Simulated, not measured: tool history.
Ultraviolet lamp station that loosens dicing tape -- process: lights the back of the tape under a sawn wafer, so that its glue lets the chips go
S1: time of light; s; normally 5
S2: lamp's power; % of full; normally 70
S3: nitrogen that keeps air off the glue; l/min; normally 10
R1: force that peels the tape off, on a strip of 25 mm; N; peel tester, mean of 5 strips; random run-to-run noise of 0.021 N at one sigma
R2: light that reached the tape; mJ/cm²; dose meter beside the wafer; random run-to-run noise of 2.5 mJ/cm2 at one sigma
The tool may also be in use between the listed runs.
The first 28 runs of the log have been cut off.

run 29 hour=1891.6 | S1=5 S2=77 S3=11 | R1=1.374 R2=244
run 30 hour=1971.4 | S1=8 S2=77 S3=4 | R1=1.336 R2=379
-- hour=1988.7 window cleaned of glue's vapour
run 31 hour=2023.7 | S1=6 S2=81 S3=4 | R1=1.745 R2=315
run 32 hour=2067.8 | S1=6 S2=73 S3=4 | R1=2.057 R2=277
run 33 hour=2127.9 | S1=5 S2=68 S3=4 | R1=2.983 R2=211
run 34 hour=2214 | S1=3 S2=64 S3=10 | R1=3.699 R2=117
run 35 hour=2270.6 | S1=7 S2=68 S3=3 | R1=2.639 R2=274
run 36 hour=2327.4 | S1=3 S2=63 S3=11 | R1=3.785 R2=105
run 37 hour=2401.8 | S1=3 S2=63 S3=11 | R1=3.679 R2=102
run 38 hour=2450.6 | S1=3 S2=63 S3=18 | R1=3.157 R2=102
run 39 hour=2495.3 | S1=2 S2=63 S3=14 | R1=4.691 R2=62

Run 40, settings as shown, results not yet in. Your forecast:
run 40 hour=2561.9 | S1=2 S2=63 S3=14 | R1=? R2=?

{"run 40": {"R1": 4.779, "R2": 63}}
The same run, on a tool lacking any hidden state, would have yielded R1 3.313 N, R2 108 mJ/cm².
